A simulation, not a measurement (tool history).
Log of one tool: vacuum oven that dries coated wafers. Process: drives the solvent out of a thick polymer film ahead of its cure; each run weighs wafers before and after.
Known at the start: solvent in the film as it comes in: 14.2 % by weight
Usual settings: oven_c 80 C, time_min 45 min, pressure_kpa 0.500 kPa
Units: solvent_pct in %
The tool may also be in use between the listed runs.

Run 1, hour 0.0: usual settings. Result: solvent_pct 2.56 %.
Run 2, hour 12.1: usual settings. Result: solvent_pct 2.48 %.
Run 3, hour 24.9: usual settings. Result: solvent_pct 2.52 %.
Run 4, hour 34.7: usual settings. Result: solvent_pct 2.60 %.
Run 5, hour 46.9: usual settings but pressure_kpa 0.492 kPa. Result: solvent_pct 2.60 %.
Run 6, hour 62.4: usual settings but pressure_kpa 0.492 kPa. Result: solvent_pct 2.60 %.
At hour 65.3: oven's thermocouples calibrated.
Run 7, hour 77.3: usual settings but oven_c 74 C, time_min 57 min, pressure_kpa 1.430 kPa. Result: solvent_pct 3.14 %.
Run 8, hour 95.3: usual settings but oven_c 89 C, time_min 36 min. Result: solvent_pct 1.94 %.
Run 9, hour 111.1: usual settings but oven_c 93 C, time_min 47 min, pressure_kpa 0.765 kPa. Result: solvent_pct 0.81 %.
Run 10, hour 128.4: usual settings but oven_c 87 C, time_min 42 min, pressure_kpa 0.765 kPa. Result: solvent_pct 1.73 %.
At hour 136.9: oven's thermocouples calibrated, once more.
Run 11, hour 141.6: usual settings but oven_c 89 C, time_min 75 min, pressure_kpa 0.975 kPa. Result: solvent_pct 0.46 %.

Hidden state or all else? Some run-to-run changes of solvent_pct, split into what the settings, what came in and random variation would give without the hidden state, and what is left for the hidden state (with any gauge scatter that isn't in both results):
The hidden state here: true wafer temperature over the reading, C; true pressure over the reading, kPa; drift of the gauge itself on solvent_pct, %.
Run 10 -> 11: oven_c 87 -> 89, time_min 42 -> 75, pressure_kpa 0.765 -> 0.975, oven's thermocouples calibrated, once more. solvent_pct -1.27 %: hidden state -0.19, all else -1.08.
